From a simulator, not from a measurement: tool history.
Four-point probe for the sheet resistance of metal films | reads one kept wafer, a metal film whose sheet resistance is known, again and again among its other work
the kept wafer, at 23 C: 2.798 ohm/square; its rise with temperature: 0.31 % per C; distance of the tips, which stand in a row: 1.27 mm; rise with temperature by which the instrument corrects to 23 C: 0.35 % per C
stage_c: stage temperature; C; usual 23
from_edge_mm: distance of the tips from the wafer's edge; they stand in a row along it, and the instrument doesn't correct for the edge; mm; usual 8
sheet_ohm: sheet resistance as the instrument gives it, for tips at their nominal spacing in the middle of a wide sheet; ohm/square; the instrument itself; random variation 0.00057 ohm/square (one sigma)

{"run": 1, "hour": 0.0, "stage_c": 23, "from_edge_mm": 8, "sheet_ohm": 2.855953}
{"run": 2, "hour": 13.9, "stage_c": 23, "from_edge_mm": 12, "sheet_ohm": 2.83543}
{"run": 3, "hour": 37.7, "stage_c": 23, "from_edge_mm": 12, "sheet_ohm": 2.835658}
{"run": 4, "hour": 59.4, "stage_c": 23, "from_edge_mm": 12, "sheet_ohm": 2.835002}
{"run": 5, "hour": 70.4, "stage_c": 23, "from_edge_mm": 12, "sheet_ohm": 2.836183}
{"run": 6, "hour": 90.8, "stage_c": 23, "from_edge_mm": 8, "sheet_ohm": 2.858266}
{"run": 7, "hour": 100.8, "stage_c": 23, "from_edge_mm": 12, "sheet_ohm": 2.836953}
{"run": 8, "hour": 124.6, "stage_c": 23, "from_edge_mm": 8, "sheet_ohm": 2.858407}
{"run": 9, "hour": 139.7, "stage_c": 23, "from_edge_mm": 8, "sheet_ohm": 2.857511}
{"run": 10, "hour": 163.7, "stage_c": 23, "from_edge_mm": 8, "sheet_ohm": 2.857523}
{"run": 11, "hour": 182.1, "stage_c": 31, "from_edge_mm": 8, "sheet_ohm": 2.849415}
{"run": 12, "hour": 195.8, "stage_c": 31, "from_edge_mm": 8, "sheet_ohm": 2.85032}
{"run": 13, "hour": 214.3, "stage_c": 23, "from_edge_mm": 8, "sheet_ohm": 2.859002}
{"run": 14, "hour": 224.3, "stage_c": 23, "from_edge_mm": 8, "sheet_ohm": 2.860685}
{"run": 15, "hour": 246.6, "stage_c": 24, "from_edge_mm": 8, "sheet_ohm": 2.857954}
{"run": 16, "hour": 258.2, "stage_c": 24, "from_edge_mm": 29, "sheet_ohm": 2.82315}
{"run": 17, "hour": 275.3, "stage_c": 22, "from_edge_mm": 46, "sheet_ohm": 2.824307}
{"run": 18, "hour": 285.6, "stage_c": 19, "from_edge_mm": 27, "sheet_ohm": 2.831188}
{"run": 19, "hour": 299.2, "stage_c": 19, "from_edge_mm": 27, "sheet_ohm": 2.830846}
{"run": 20, "hour": 319.3, "stage_c": 19, "from_edge_mm": 27, "sheet_ohm": 2.831385}
{"run": 21, "hour": 336.2, "stage_c": 24, "from_edge_mm": 3, "sheet_ohm": 3.067991}
{"run": 22, "hour": 358.4, "stage_c": 24, "from_edge_mm": 3, "sheet_ohm": 3.068492}
{"run": 23, "hour": 370.6, "stage_c": 22, "from_edge_mm": 8, "sheet_ohm": 2.862597}
{"run": 24, "hour": 380.5, "stage_c": 22, "from_edge_mm": 8, "sheet_ohm": 2.863853}
{"run": 25, "hour": 397.3, "stage_c": 31, "from_edge_mm": 14, "sheet_ohm": 2.827542}
{"run": 26, "hour": 419.1, "stage_c": 23, "from_edge_mm": 25, "sheet_ohm": 2.82911}
{"run": 27, "hour": 439.6, "stage_c": 20, "from_edge_mm": 7, "sheet_ohm": 2.877666}
{"run": 28, "hour": 452.8, "stage_c": 23, "from_edge_mm": 4, "sheet_ohm": 2.969763}
{"run": 29, "hour": 463.5, "stage_c": 33, "from_edge_mm": 8, "sheet_ohm": 2.851102}

Not shown: 2 entries that the log had between the listed runs. Between which runs, and how does the tool's hidden state differ before and after?
Between runs 18 and 19: stage's thermometer calibrated (hour 287.2)
  inner tips' distance over the nominal, %: 0.785 -> 0.791; wafer's true temperature over the reading, C: 0.05 -> 0.06
  measured less the result without the state, sheet_ohm: +0.0243 -> +0.024617 ohm/square
Between runs 21 and 22: stage's thermometer calibrated, once more (hour 350.3)
  inner tips' distance over the nominal, %: 0.807 -> 0.816; wafer's true temperature over the reading, C: 0.07 -> 0.11
  measured less the result without the state, sheet_ohm: +0.027016 -> +0.027728 ohm/square
